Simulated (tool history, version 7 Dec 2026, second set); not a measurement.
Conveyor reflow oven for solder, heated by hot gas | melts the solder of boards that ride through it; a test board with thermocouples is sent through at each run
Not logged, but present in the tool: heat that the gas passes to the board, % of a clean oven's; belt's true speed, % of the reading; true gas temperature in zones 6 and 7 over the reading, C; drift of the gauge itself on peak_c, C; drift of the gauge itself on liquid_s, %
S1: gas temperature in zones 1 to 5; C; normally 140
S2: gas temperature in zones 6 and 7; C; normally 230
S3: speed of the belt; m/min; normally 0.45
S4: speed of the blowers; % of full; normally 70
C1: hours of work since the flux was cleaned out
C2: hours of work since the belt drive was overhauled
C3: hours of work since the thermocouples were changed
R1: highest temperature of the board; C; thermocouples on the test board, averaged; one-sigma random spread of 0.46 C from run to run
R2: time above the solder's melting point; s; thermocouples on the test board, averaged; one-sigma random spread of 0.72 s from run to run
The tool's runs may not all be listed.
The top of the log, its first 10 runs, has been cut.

run 11 hour=95.1 | S1=153 S2=230 S3=0.45 S4=70 | C1=13 C2=199 C3=744 | R1=223.6 R2=95.4
run 12 hour=101.7 | S1=153 S2=230 S3=0.45 S4=70 | C1=17 C2=204 C3=748 | R1=223.9 R2=96.5
-- hour=107.7 flux residue cleaned out of gas plates and filters, once more
run 13 hour=114 | S1=153 S2=230 S3=0.45 S4=70 | C1=4 C2=208 C3=753 | R1=225.2 R2=96.9
run 14 hour=119.5 | S1=153 S2=230 S3=0.45 S4=70 | C1=7 C2=212 C3=757 | R1=225.1 R2=97.5
run 15 hour=132 | S1=140 S2=230 S3=0.45 S4=70 | C1=15 C2=220 C3=764 | R1=224.3 R2=88.6
run 16 hour=144.6 | S1=140 S2=241 S3=0.379 S4=70 | C1=23 C2=227 C3=772 | R1=238.3 R2=119.5
run 17 hour=156 | S1=140 S2=241 S3=0.379 S4=70 | C1=30 C2=235 C3=780 | R1=237.6 R2=117.5
run 18 hour=167.8 | S1=148 S2=241 S3=0.423 S4=88 | C1=38 C2=242 C3=787 | R1=238.3 R2=109.4
run 19 hour=179.9 | S1=139 S2=241 S3=0.369 S4=58 | C1=46 C2=250 C3=795 | R1=237 R2=119.8
run 20 hour=187.7 | S1=139 S2=244 S3=0.504 S4=66 | C1=50 C2=255 C3=799 | R1=232.4 R2=86
run 21 hour=198 | S1=139 S2=244 S3=0.504 S4=66 | C1=57 C2=261 C3=806 | R1=232 R2=84.1
run 22 hour=210.4 | S1=132 S2=230 S3=0.443 S4=70 | C1=65 C2=269 C3=814 | R1=223.4 R2=88.3
run 23 hour=220.9 | S1=132 S2=222 S3=0.483 S4=79 | C1=71 C2=276 C3=820 | R1=214.1 R2=73.2
run 24 hour=229.8 | S1=139 S2=222 S3=0.366 S4=79 | C1=77 C2=281 C3=826 | R1=221.3 R2=108.9
run 25 hour=236.3 | S1=152 S2=233 S3=0.482 S4=78 | C1=81 C2=285 C3=830 | R1=227.1 R2=92.9
run 26 hour=241.4 | S1=139 S2=223 S3=0.367 S4=87 | C1=84 C2=289 C3=833 | R1=221.8 R2=111.6
run 27 hour=247.9 | S1=140 S2=230 S3=0.519 S4=73 | C1=88 C2=293 C3=837 | R1=220.4 R2=74.3
run 28 hour=256.2 | S1=153 S2=228 S3=0.466 S4=82 | C1=94 C2=298 C3=843 | R1=224 R2=93.9
run 29 hour=262 | S1=153 S2=228 S3=0.466 S4=82 | C1=97 C2=302 C3=846 | R1=223.8 R2=95.4
run 30 hour=271.7 | S1=153 S2=228 S3=0.466 S4=82 | C1=103 C2=308 C3=852 | R1=224.1 R2=93.5

Forecast each of these 5 alternatives for the next run:
run A hour=281.5 | S1=153 S2=228 S3=0.466 S4=62 | C1=110 C2=314 C3=859 | R1=? R2=?
run B hour=281.5 | S1=140 S2=241 S3=0.367 S4=85 | C1=110 C2=314 C3=859 | R1=? R2=?
run C hour=281.5 | S1=126 S2=228 S3=0.466 S4=51 | C1=110 C2=314 C3=859 | R1=? R2=?
run D hour=281.5 | S1=153 S2=241 S3=0.373 S4=80 | C1=110 C2=314 C3=859 | R1=? R2=?
run E hour=281.5 | S1=146 S2=230 S3=0.418 S4=50 | C1=110 C2=314 C3=859 | R1=? R2=?

run=A R1=220.3 R2=91.1
run=B R1=239.9 R2=122.4
run=C R1=213.5 R2=70.8
run=D R1=239 R2=128.6
run=E R1=223 R2=99
What these runs would have given with no unlogged condition in the tool:
run=A R1=217.6 R2=88.2
run=B R1=237 R2=119.8
run=C R1=210.9 R2=67.3
run=D R1=236.1 R2=125.9
run=E R1=220.2 R2=95.5
